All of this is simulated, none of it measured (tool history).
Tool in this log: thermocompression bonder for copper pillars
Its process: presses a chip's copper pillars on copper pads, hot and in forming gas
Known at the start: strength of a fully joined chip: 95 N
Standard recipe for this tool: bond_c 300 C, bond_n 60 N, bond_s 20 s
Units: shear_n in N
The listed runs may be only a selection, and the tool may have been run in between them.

| run | hour | bond_c | bond_n | bond_s | shear_n |
|---|---|---|---|---|---|
| 1 | 0.0 | 300 | 60 | 20 | 45.6 |
| 2 | 66.7 | 300 | 60 | 20 | 45.6 |
| 3 | 133.0 | 300 | 60 | 20 | 44.1 |
|  | 143.0 | force cell calibrated |
|  | 143.5 | forming gas filter changed |
| 4 | 229.8 | 300 | 60 | 20 | 43.3 |
| 5 | 287.6 | 300 | 60 | 20 | 43.3 |
| 6 | 384.0 | 300 | 60 | 20 | 43.5 |
| 7 | 429.2 | 295 | 60 | 20 | 39.4 |

Run 8 is up next; what results do you expect?
|  | 464.6 | forming gas filter changed |
| 8 | 486.4 | 303 | 60 | 20 | ? |

{"run 8": {"shear_n": 46.1}}
Were there no unlogged condition in the tool, this run, its random variation unchanged, would have produced shear_n 49.2 N.

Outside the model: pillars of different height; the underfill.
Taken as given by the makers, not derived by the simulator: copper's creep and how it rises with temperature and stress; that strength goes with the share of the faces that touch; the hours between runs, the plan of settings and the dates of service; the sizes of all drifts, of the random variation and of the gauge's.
